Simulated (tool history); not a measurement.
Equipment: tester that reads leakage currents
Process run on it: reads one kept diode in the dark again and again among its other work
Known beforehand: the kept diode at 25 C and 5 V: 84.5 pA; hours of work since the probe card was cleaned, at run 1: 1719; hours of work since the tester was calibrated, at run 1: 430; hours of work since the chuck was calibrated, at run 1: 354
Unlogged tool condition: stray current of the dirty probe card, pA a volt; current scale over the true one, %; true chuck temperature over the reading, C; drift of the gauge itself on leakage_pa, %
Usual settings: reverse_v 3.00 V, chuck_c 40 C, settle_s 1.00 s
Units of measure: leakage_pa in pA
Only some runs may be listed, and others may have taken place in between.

run,hour,reverse_v,chuck_c,settle_s,hours of work since the probe card was cleaned,hours of work since the tester was calibrated,hours of work since the chuck was calibrated,leakage_pa
1,0.0,3.00,40,1.00,1719,430,354,285.20
2,44.8,3.00,40,1.00,1740,451,375,286.14
3,92.6,2.52,40,1.00,1762,472,397,268.34
4,120.2,4.11,40,1.00,1774,485,409,323.21
5,162.4,4.11,26,1.00,1793,504,429,92.56
6,207.9,3.00,40,5.52,1814,525,449,285.15
7,259.1,3.00,40,1.00,1838,549,473,287.64
8,314.0,3.00,40,1.00,1863,574,498,287.86
9,354.3,3.00,40,1.00,1881,592,516,289.10
10,411.3,3.00,40,1.00,1907,618,542,289.83
11,451.7,1.12,40,1.00,1926,637,561,199.84
12,484.6,1.12,40,1.00,1941,652,576,199.82
13,537.4,1.12,40,1.00,1965,676,600,200.79
14,574.9,1.12,40,1.00,1982,693,617,199.73
15,631.6,1.12,40,1.00,2008,719,643,200.60
16,681.9,1.12,40,1.00,2031,742,666,200.68
17,725.1,1.43,40,1.00,2051,762,686,220.77
18,763.1,3.00,40,1.00,2068,779,703,291.40
19,796.4,3.00,40,1.00,2083,794,718,290.58
20,826.5,3.00,40,1.00,2097,808,732,290.69
21,884.6,3.00,40,8.77,2124,834,759,291.53
22,940.4,3.00,40,8.77,2149,860,784,290.71
23,980.6,1.10,37,1.00,2167,878,803,154.76
24,1017.3,3.00,37,4.92,2184,895,819,223.00

For run 25, what comes out?
25,1069.0,5.39,40,7.26,2208,919,843,?

Run 25 measured leakage_pa 364.24 pA.
Were there no unlogged condition in the tool, this run, its random variation unchanged, would have produced leakage_pa 346.76 pA.

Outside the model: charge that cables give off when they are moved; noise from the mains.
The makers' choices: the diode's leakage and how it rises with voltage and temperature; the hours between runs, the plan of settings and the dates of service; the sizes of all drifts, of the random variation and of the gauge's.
